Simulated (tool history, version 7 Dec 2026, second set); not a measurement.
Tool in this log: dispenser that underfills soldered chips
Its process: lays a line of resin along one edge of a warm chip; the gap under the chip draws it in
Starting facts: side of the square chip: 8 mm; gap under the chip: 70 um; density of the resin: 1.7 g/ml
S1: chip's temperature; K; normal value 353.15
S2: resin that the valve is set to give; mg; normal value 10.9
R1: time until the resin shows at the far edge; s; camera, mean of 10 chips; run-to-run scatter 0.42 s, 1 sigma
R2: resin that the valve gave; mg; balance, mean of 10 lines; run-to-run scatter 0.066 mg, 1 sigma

| run | hour | S1 | S2 | R1 | R2 |
|---|---|---|---|---|---|
| 1 | 0.0 | 353.15 | 10.9 | 44.0 | 10.78 |
|  | 2.5 | new syringe of resin |
| 2 | 4.0 | 353.15 | 10.9 | 33.3 | 10.63 |
| 3 | 7.8 | 353.15 | 10.9 | 40.3 | 10.61 |
|  | 10.8 | new syringe of resin |
| 4 | 14.6 | 353.15 | 10.9 | 38.0 | 10.68 |
| 5 | 17.6 | 353.15 | 10.9 | 45.0 | 10.59 |
|  | 19.3 | new syringe of resin |
| 6 | 21.3 | 353.15 | 9.7 | 35.3 | 9.56 |
| 7 | 24.9 | 353.15 | 9.7 | 42.9 | 9.48 |
|  | 27.5 | new syringe of resin |
| 8 | 29.5 | 353.15 | 9.7 | 36.4 | 9.55 |
| 9 | 33.6 | 353.15 | 12.4 | 43.5 | 12.08 |
|  | 36.0 | new syringe of resin |
| 10 | 37.0 | 353.15 | 12.4 | 32.2 | 12.13 |
| 11 | 43.7 | 350.15 | 10.9 | 52.4 | 10.53 |
|  | 44.4 | new syringe of resin |
| 12 | 49.2 | 344.15 | 10.9 | 55.3 | 10.58 |
|  | 53.1 | new syringe of resin |
| 13 | 56.0 | 341.15 | 10.9 | 53.5 | 10.48 |
| 14 | 60.1 | 341.15 | 10.9 | 68.7 | 10.50 |
|  | 61.7 | new syringe of resin |
| 15 | 64.4 | 341.15 | 10.9 | 54.0 | 10.55 |
| 16 | 69.1 | 341.15 | 10.9 | 69.9 | 10.48 |
|  | 70.4 | new syringe of resin |
| 17 | 73.8 | 345.15 | 10.9 | 49.2 | 10.37 |
| 18 | 76.9 | 349.15 | 10.9 | 51.2 | 10.37 |

What does the tool deliver on the next run?
|  | 78.7 | new syringe of resin |
| 19 | 80.4 | 358.15 | 10.0 | ? | ? |

R1: 30.7 s
R2: 9.64 mg
With no hidden state in the tool, this same run would have given R1 26.6 s, R2 10.04 mg.

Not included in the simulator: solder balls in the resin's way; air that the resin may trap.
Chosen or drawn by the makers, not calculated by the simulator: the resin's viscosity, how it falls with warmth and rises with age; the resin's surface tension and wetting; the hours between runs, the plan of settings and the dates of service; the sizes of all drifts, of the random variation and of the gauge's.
